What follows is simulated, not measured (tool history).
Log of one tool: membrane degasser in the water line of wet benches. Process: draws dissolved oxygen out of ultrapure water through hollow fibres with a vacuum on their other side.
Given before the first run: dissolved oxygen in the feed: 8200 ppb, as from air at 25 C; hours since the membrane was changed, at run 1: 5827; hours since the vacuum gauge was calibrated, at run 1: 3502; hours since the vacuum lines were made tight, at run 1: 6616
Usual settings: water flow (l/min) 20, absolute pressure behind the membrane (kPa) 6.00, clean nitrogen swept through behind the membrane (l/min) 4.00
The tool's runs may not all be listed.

run    hour  water flow (l/min)  absolute pressure behind the membrane (kPa)  clean nitrogen swept through behind the membrane (l/min)  hours since the membrane was changed  hours since the vacuum gauge was calibrated  hours since the vacuum lines were made tight  dissolved oxygen in the water behind the degasser (ppb)  pressure that the water loses in the fibres (kPa)
  1     0.0                  20                                         6.00                                                      4.00                                  5827                                         3502                                          6616                                                    298.2                                              61.21
  2   154.4                  20                                         6.00                                                      4.00                                  5981                                         3656                                          6770                                                    295.6                                              61.23
  3   394.8                  20                                         6.00                                                      4.00                                  6222                                         3897                                          7010                                                    294.5                                              61.70
  4   666.7                  20                                         6.00                                                      4.00                                  6494                                         4169                                          7282                                                    295.4                                              61.78
  5   810.3                  20                                         6.00                                                      4.00                                  6637                                         4312                                          7426                                                    296.8                                              61.70
  6  1127.6                  20                                         6.00                                                      4.00                                  6954                                         4630                                          7743                                                    301.5                                              61.91
  7  1336.8                  20                                         9.52                                                      4.00                                  7164                                         4839                                          7952                                                    341.7                                              61.82
  8  1545.5                  20                                         6.00                                                      4.00                                  7372                                         5047                                          8161                                                    302.4                                              61.87
  9  1746.2                  19                                         6.00                                                      4.00                                  7573                                         5248                                          8362                                                    273.1                                              58.56
 10  1888.2                  20                                        13.71                                                      4.00                                  7715                                         5390                                          8504                                                    397.3                                              61.60
     2052.3  -- vacuum gauge calibrated
 11  2139.3                  20                                        13.71                                                      4.00                                  7966                                           87                                          8754                                                    393.3                                              62.43
 12  2352.6                  20                                        13.71                                                      4.00                                  8179                                          300                                          8968                                                    397.1                                              62.43
 13  2525.4                  20                                         6.00                                                      4.00                                  8352                                          473                                          9140                                                    308.7                                              62.20
 14  2679.5                  20                                         6.00                                                      4.00                                  8506                                          627                                          9294                                                    309.2                                              61.87
     2760.5  -- vacuum gauge calibrated, once more
 15  2940.8                  20                                         6.00                                                      4.00                                  8767                                          180                                          9555                                                    312.2                                              62.72
     3128.1  -- seals of the vacuum lines changed
 16  3128.1                  20                                         6.00                                                     10.81                                  8952                                          366                                             0                                                    295.4                                              62.31
 17  3297.0                  21                                         5.39                                                      1.69                                  9121                                          534                                           169                                                    371.1                                              66.58
 18  3462.3                  30                                         5.39                                                      4.09                                  9286                                          700                                           334                                                    697.2                                              94.03
 19  3784.0                  13                                        14.64                                                      4.00                                  9608                                         1021                                           656                                                    167.9                                              40.85
 20  4081.3                  27                                        13.77                                                      2.68                                  9905                                         1319                                           953                                                    751.9                                              85.51
 21  4214.2                  27                                        13.77                                                      2.68                                 10038                                         1452                                          1086                                                    763.9                                              85.05
 22  4528.6                  20                                         8.14                                                      4.00                                 10353                                         1766                                          1400                                                    341.6                                              63.28
 23  4664.4                  12                                         8.64                                                      2.29                                 10488                                         1902                                          1536                                                    129.6                                              37.97
 24  4927.7                  12                                         8.20                                                      3.82                                 10752                                         2165                                          1800                                                    101.5                                              38.04
 25  5101.5                  19                                         5.30                                                      1.77                                 10925                                         2339                                          1973                                                    311.5                                              60.59
 26  5311.8                  26                                        10.85                                                      3.32                                 11136                                         2549                                          2184                                                    648.1                                              82.32
 27  5518.5                  14                                         8.66                                                      1.71                                 11342                                         2756                                          2390                                                    213.0                                              44.64
 28  5678.8                  14                                         8.66                                                      1.71                                 11503                                         2916                                          2551                                                    212.1                                              44.50
 29  5936.2                  14                                         8.66                                                      1.71                                 11760                                         3174                                          2808                                                    216.2                                              44.71

Run 30 has not been measured yet. What should we expect?
 30  6181.2                  14                                         8.66                                                      1.71                                 12005                                         3419                                          3053                                                        ?                                                  ?

Run 30 came out at dissolved oxygen in the water behind the degasser (ppb) 213.8, pressure that the water loses in the fibres (kPa) 44.71.
Take away the tool's hidden state, keep the run-to-run variation as it was, and the same run would have given dissolved oxygen in the water behind the degasser (ppb) 183.0, pressure that the water loses in the fibres (kPa) 41.70.
